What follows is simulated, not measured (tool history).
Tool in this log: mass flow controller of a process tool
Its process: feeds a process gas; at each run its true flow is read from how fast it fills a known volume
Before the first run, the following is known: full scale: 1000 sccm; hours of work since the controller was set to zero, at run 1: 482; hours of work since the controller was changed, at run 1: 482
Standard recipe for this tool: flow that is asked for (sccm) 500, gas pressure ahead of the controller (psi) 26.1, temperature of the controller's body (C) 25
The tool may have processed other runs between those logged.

run,day,flow that is asked for (sccm),gas pressure ahead of the controller (psi),temperature of the controller's body (C),hours of work since the controller was set to zero,hours of work since the controller was changed,true flow (%)
1,0,500,26.1,25,482,482,99.22
2,2.912,500,26.1,25,536,536,99.07
3,5.938,500,26.1,22,592,592,98.91
4,11.517,500,26.1,22,694,694,98.94
5,14.229,500,26.1,22,744,744,99.08
6,19.262,500,26.1,22,837,837,98.95
7,22.879,500,26.1,22,904,904,98.81
8,28.417,500,26.1,22,1006,1006,98.93
9,31.912,500,26.1,22,1070,1070,98.82
10,36.812,500,26.1,25,1161,1161,98.87
11,39.792,955,31.3,34,1216,1216,100.12
12,43.771,955,31.3,34,1289,1289,100.08
# day 44.038: controller's zero set anew
13,46.558,243,35.1,26,46,1340,99.49
14,52.15,243,35.1,26,150,1443,99.49
# day 55.462: controller's zero set anew, once more
15,55.862,500,26.1,23,7,1511,98.22
16,61.188,500,26.1,23,106,1609,98.16
17,66.875,131,26.1,21,210,1714,97.58
18,70.067,789,23.1,37,269,1773,99.81
19,75.125,447,26.1,27,363,1867,98.52
20,80.583,500,31.8,21,463,1967,97.83

3 options for the next run, each taken on its own from the tool as it stands now. Forecast them:
A,86.2,500,22.9,33,567,2071,?
B,86.2,657,31.8,21,567,2071,?
C,86.2,500,26.1,23,567,2071,?

run,true flow (%)
A,99.03
B,98.06
C,98.15
Take away the tool's hidden state, keep each run's random variation, and the runs would have read:
run,true flow (%)
A,99.83
B,98.91
C,98.94
